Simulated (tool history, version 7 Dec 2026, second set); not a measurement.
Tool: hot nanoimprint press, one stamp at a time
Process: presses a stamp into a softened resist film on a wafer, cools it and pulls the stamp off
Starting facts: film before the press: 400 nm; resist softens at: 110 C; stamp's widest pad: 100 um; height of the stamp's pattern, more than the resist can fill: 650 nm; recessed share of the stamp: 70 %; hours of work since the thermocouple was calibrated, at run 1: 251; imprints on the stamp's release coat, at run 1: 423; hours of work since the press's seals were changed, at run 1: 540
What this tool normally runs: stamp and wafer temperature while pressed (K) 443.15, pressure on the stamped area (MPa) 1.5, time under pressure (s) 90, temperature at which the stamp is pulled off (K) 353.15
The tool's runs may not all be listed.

run	hour	stamp and wafer temperature while pressed (K)	pressure on the stamped area (MPa)	time under pressure (s)	temperature at which the stamp is pulled off (K)	hours of work since the thermocouple was calibrated	imprints on the stamp's release coat	hours of work since the press's seals were changed	resist left under the stamp's widest pad (angstrom)	greatest force while the stamp is pulled off (N)
1	0	443.15	1.5	90	353.15	251	423	540	2260	184
2	46.4	443.15	1.5	90	347.15	280	553	570	2233	198
# hour 76.1: press's hydraulic seals changed and the load cell set to zero
3	83.8	443.15	1.5	125	353.15	299	635	5	2007	193
4	109.7	441.15	1.5	90	353.15	316	707	21	2420	203
5	136.7	441.15	1.5	90	353.15	333	783	39	2418	200
# hour 162.4: plate thermocouple calibrated
6	172.2	443.15	1.43	90	353.15	6	873	59	2397	206
# hour 191.4: stamp cleaned and given a new release coat
7	225.8	443.15	1.43	90	353.15	37	96	90	2400	173
8	267.3	443.15	1.5	90	342.15	63	212	116	2346	188
9	314.8	443.15	1.6	90	353.15	93	345	147	2230	186
10	338.4	443.15	1.5	90	353.15	109	411	162	2289	183
11	366.3	443.15	1.5	90	353.15	126	489	179	2287	189
12	389.7	443.15	1.5	90	353.15	141	554	194	2309	188
13	421.3	443.15	1.14	90	353.15	161	643	215	2590	202
14	452.5	454.15	1.5	102	360.15	181	730	234	1328	189
15	480.3	433.15	1.78	65	350.15	199	807	252	3370	210
# hour 522.7: stamp cleaned and given a new release coat
16	539.4	433.15	1.78	65	350.15	233	47	286	3341	169
17	565.3	442.15	2.03	142	353.15	250	119	303	1767	169

Expected results for the next run?
18	609.7	442.15	2.03	142	353.15	278	243	331	?	?

Run 18 came out at resist left under the stamp's widest pad (angstrom) 1752, greatest force while the stamp is pulled off (N) 177.
With the hidden condition absent and the run-to-run variation left alone, this run would have shown resist left under the stamp's widest pad (angstrom) 1846, greatest force while the stamp is pulled off (N) 168.

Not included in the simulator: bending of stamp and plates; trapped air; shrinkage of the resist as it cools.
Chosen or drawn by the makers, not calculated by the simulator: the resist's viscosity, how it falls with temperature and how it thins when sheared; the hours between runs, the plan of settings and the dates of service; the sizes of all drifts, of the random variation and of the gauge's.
